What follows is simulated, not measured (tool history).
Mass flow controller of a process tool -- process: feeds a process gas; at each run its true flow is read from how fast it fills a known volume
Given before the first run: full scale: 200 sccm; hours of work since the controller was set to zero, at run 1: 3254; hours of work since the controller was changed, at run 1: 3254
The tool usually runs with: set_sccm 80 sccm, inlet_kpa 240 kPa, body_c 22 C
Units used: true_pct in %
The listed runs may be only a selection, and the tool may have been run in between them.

run,hour,set_sccm,inlet_kpa,body_c,hours of work since the controller was set to zero,hours of work since the controller was changed,true_pct
1,0.0,80,240,22,3254,3254,97.42
2,133.6,80,240,38,3321,3321,96.26
3,248.8,80,240,38,3378,3378,96.31
4,371.6,80,240,22,3439,3439,97.39
5,461.5,80,202,22,3483,3483,97.40
6,578.7,80,202,22,3542,3542,97.45
7,679.4,80,202,22,3591,3591,97.40
8,790.2,80,202,22,3646,3646,97.28
# hour 801.6: controller's zero set anew
9,945.9,80,202,22,72,3723,97.67
10,1036.3,107,240,22,116,3768,97.71
11,1138.9,162,209,33,167,3819,97.52
12,1213.5,30,185,27,204,3856,98.48
13,1322.1,30,185,27,258,3910,98.51
14,1449.5,30,185,27,322,3973,98.51
15,1562.7,30,185,27,378,4030,98.46
16,1708.2,30,185,27,450,4102,98.52
# hour 1826.5: controller's zero set anew, once more
17,1868.4,110,173,39,21,4181,95.71
18,2017.2,31,239,29,95,4255,95.19

Measured minus without-hidden-state, run by run (identical run-to-run variation in each term; gauge scatter may differ):
The hidden state here: flow at rest that the sensor doesn't see, % of full scale; true flow over the shown one, %; drift of the gauge itself on true_pct, %.
run,true_pct
1,-0.79
2,-0.80
3,-0.81
4,-0.84
5,-0.85
6,-0.87
7,-0.88
8,-0.90
9,-0.64
10,-0.95
11,-1.27
12,+1.32
13,+1.33
14,+1.34
15,+1.34
16,+1.35
17,-1.99
18,-1.86

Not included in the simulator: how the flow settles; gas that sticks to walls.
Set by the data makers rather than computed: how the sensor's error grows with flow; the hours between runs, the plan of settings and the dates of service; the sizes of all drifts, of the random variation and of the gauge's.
